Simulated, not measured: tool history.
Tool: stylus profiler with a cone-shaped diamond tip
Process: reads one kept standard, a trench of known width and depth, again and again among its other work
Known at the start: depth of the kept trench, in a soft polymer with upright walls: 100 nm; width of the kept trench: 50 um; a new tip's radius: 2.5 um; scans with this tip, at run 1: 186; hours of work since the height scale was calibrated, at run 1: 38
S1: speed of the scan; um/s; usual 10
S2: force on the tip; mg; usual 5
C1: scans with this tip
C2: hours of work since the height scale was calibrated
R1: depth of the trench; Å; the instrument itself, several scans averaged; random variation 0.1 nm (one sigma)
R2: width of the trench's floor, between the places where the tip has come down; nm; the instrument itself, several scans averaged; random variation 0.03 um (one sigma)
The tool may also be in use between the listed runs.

{"run": 1, "hour": 0.0, "S1": 10, "S2": 5, "C1": 186, "C2": 38, "R1": 1009.1, "R2": 48590}
{"run": 2, "hour": 14.0, "S1": 10, "S2": 5, "C1": 233, "C2": 47, "R1": 1013.6, "R2": 48590}
{"run": 3, "hour": 31.1, "S1": 10, "S2": 13.78, "C1": 290, "C2": 59, "R1": 1021.4, "R2": 48600}
{"run": 4, "hour": 42.6, "S1": 10, "S2": 5, "C1": 328, "C2": 66, "R1": 1008.3, "R2": 48520}
{"run": 5, "hour": 56.8, "S1": 10, "S2": 5, "C1": 376, "C2": 76, "R1": 1012.2, "R2": 48510}
{"run": 6, "hour": 69.2, "S1": 10, "S2": 5, "C1": 417, "C2": 84, "R1": 1010.8, "R2": 48560}
{"run": 7, "hour": 86.0, "S1": 10, "S2": 5, "C1": 473, "C2": 96, "R1": 1011.9, "R2": 48540}
{"run": 8, "hour": 95.8, "S1": 10, "S2": 5, "C1": 506, "C2": 102, "R1": 1010.5, "R2": 48550}
{"run": 9, "hour": 115.7, "S1": 10, "S2": 5, "C1": 573, "C2": 116, "R1": 1009.6, "R2": 48510}
{"run": 10, "hour": 129.7, "S1": 10, "S2": 5, "C1": 620, "C2": 125, "R1": 1009.2, "R2": 48500}
{"run": 11, "hour": 143.6, "S1": 10, "S2": 8.47, "C1": 666, "C2": 135, "R1": 1015.4, "R2": 48530}
{"run": 12, "hour": 157.6, "S1": 10, "S2": 8.47, "C1": 713, "C2": 144, "R1": 1015.7, "R2": 48600}
{"hour": 159.5, "done": "height scale calibrated on a step standard"}
{"run": 13, "hour": 171.5, "S1": 10, "S2": 8.47, "C1": 758, "C2": 8, "R1": 1016.9, "R2": 48500}
{"run": 14, "hour": 185.8, "S1": 10, "S2": 5, "C1": 806, "C2": 18, "R1": 1009, "R2": 48490}
{"run": 15, "hour": 201.3, "S1": 10, "S2": 5, "C1": 858, "C2": 28, "R1": 1009.3, "R2": 48460}
{"run": 16, "hour": 215.4, "S1": 10, "S2": 5, "C1": 905, "C2": 38, "R1": 1011.8, "R2": 48510}
{"run": 17, "hour": 229.6, "S1": 10, "S2": 5, "C1": 952, "C2": 47, "R1": 1010, "R2": 48540}
{"run": 18, "hour": 238.7, "S1": 6, "S2": 2.67, "C1": 983, "C2": 54, "R1": 1005.2, "R2": 48500}
{"run": 19, "hour": 248.5, "S1": 6, "S2": 11.44, "C1": 1016, "C2": 60, "R1": 1017.2, "R2": 48470}
{"run": 20, "hour": 265.4, "S1": 3, "S2": 12.38, "C1": 1072, "C2": 72, "R1": 1018.9, "R2": 48600}
{"hour": 270.7, "done": "height scale calibrated on a step standard, once more"}
{"run": 21, "hour": 277.4, "S1": 13, "S2": 13.29, "C1": 1111, "C2": 5, "R1": 1020.9, "R2": 48470}
{"run": 22, "hour": 293.8, "S1": 24, "S2": 2.58, "C1": 1166, "C2": 16, "R1": 1005.5, "R2": 48320}
{"run": 23, "hour": 311.1, "S1": 21, "S2": 2.26, "C1": 1224, "C2": 27, "R1": 1007.8, "R2": 48420}
{"run": 24, "hour": 328.7, "S1": 10, "S2": 2.04, "C1": 1283, "C2": 39, "R1": 1004.3, "R2": 48470}
{"run": 25, "hour": 343.7, "S1": 10, "S2": 2.04, "C1": 1333, "C2": 49, "R1": 1005.1, "R2": 48480}
{"run": 26, "hour": 356.0, "S1": 5, "S2": 4.22, "C1": 1374, "C2": 58, "R1": 1010.3, "R2": 48480}
{"run": 27, "hour": 368.3, "S1": 5, "S2": 4.22, "C1": 1415, "C2": 66, "R1": 1007.5, "R2": 48500}
{"run": 28, "hour": 379.2, "S1": 28, "S2": 5.95, "C1": 1452, "C2": 73, "R1": 1012.3, "R2": 48450}
{"run": 29, "hour": 389.8, "S1": 6, "S2": 3.01, "C1": 1487, "C2": 81, "R1": 1006, "R2": 48470}
{"run": 30, "hour": 407.1, "S1": 5, "S2": 2.7, "C1": 1545, "C2": 92, "R1": 1004, "R2": 48460}
{"run": 31, "hour": 419.1, "S1": 5, "S2": 2.7, "C1": 1585, "C2": 100, "R1": 1006.4, "R2": 48490}
{"run": 32, "hour": 434.3, "S1": 4, "S2": 2.7, "C1": 1636, "C2": 111, "R1": 1005.6, "R2": 48460}
{"run": 33, "hour": 446.2, "S1": 4, "S2": 12.12, "C1": 1676, "C2": 119, "R1": 1019.8, "R2": 48460}
{"run": 34, "hour": 460.3, "S1": 8, "S2": 7.5, "C1": 1723, "C2": 128, "R1": 1013.4, "R2": 48430}

Measured less the same run without the tool's hidden state. The same run-to-run variation is in both; the gauge's scatter may not be:
The hidden state here: radius of the tip, um; height scale over the true one, %; drift of the gauge itself on depth_nm, %; drift of the gauge itself on floor_um, %.
run=1 R1=-0.2 R2=-10
run=2 R1=-0.2 R2=-20
run=3 R1=-0.4 R2=-20
run=4 R1=-0.4 R2=-20
run=5 R1=-0.4 R2=-20
run=6 R1=-0.5 R2=-30
run=7 R1=-0.5 R2=-40
run=8 R1=-0.6 R2=-30
run=9 R1=-0.6 R2=-40
run=10 R1=-0.6 R2=-50
run=11 R1=-0.7 R2=-40
run=12 R1=-0.7 R2=-40
run=13 R1=-0.9 R2=-60
run=14 R1=-1 R2=-60
run=15 R1=-1 R2=-50
run=16 R1=-1 R2=-60
run=17 R1=-1.1 R2=-60
run=18 R1=-1.1 R2=-70
run=19 R1=-1.1 R2=-70
run=20 R1=-1.2 R2=-70
run=21 R1=-0.3 R2=-70
run=22 R1=-0.4 R2=-80
run=23 R1=-0.4 R2=-90
run=24 R1=-0.4 R2=-90
run=25 R1=-0.5 R2=-90
run=26 R1=-0.5 R2=-90
run=27 R1=-0.6 R2=-100
run=28 R1=-0.7 R2=-100
run=29 R1=-0.7 R2=-100
run=30 R1=-0.7 R2=-110
run=31 R1=-0.7 R2=-110
run=32 R1=-0.8 R2=-120
run=33 R1=-0.9 R2=-120
run=34 R1=-0.9 R2=-120

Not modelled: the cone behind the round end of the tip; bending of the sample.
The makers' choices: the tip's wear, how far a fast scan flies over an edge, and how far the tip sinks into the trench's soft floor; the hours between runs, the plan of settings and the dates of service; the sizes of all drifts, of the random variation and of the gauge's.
